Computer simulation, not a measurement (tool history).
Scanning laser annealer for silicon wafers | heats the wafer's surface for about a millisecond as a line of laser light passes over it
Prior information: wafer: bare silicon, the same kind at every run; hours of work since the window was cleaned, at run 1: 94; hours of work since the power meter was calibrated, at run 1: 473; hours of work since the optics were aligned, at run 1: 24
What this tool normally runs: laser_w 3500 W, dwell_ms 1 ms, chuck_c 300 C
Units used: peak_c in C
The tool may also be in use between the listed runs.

run,day,laser_w,dwell_ms,chuck_c,hours of work since the window was cleaned,hours of work since the power meter was calibrated,hours of work since the optics were aligned,peak_c
1,0,3500,1,300,94,473,24,1074
2,2.108,3500,1,300,127,507,57,1080
3,4.496,3500,0.93,300,165,544,95,1044
4,7.071,3500,1,300,206,585,136,1078
5,8.2,3500,1.17,300,224,603,153,1150
6,9.75,3500,1.17,300,248,627,178,1150
7,11.154,3500,1.17,300,270,649,200,1148
8,13.267,3631,1.21,300,303,683,233,1195
9,15.788,3631,1.21,300,343,722,273,1192
10,18.15,3631,1.21,300,381,760,310,1192
11,20.604,3631,1.21,300,419,798,349,1194
12,22.421,3631,1.21,300,448,827,378,1190
13,24.092,3048,0.76,291,474,853,404,864

Each row is a separate what-if for the run after 13, all from the same tool condition, not one after another. Results?
A,26.296,3048,0.76,330,509,888,439,?
B,26.296,3818,1,300,509,888,439,?
C,26.296,3748,0.76,262,509,888,439,?
D,26.296,3138,1.24,338,509,888,439,?

run,peak_c
A,901
B,1139
C,960
D,1120
With no hidden state in the tool, these same runs would have given:
run,peak_c
A,911
B,1154
C,973
D,1134
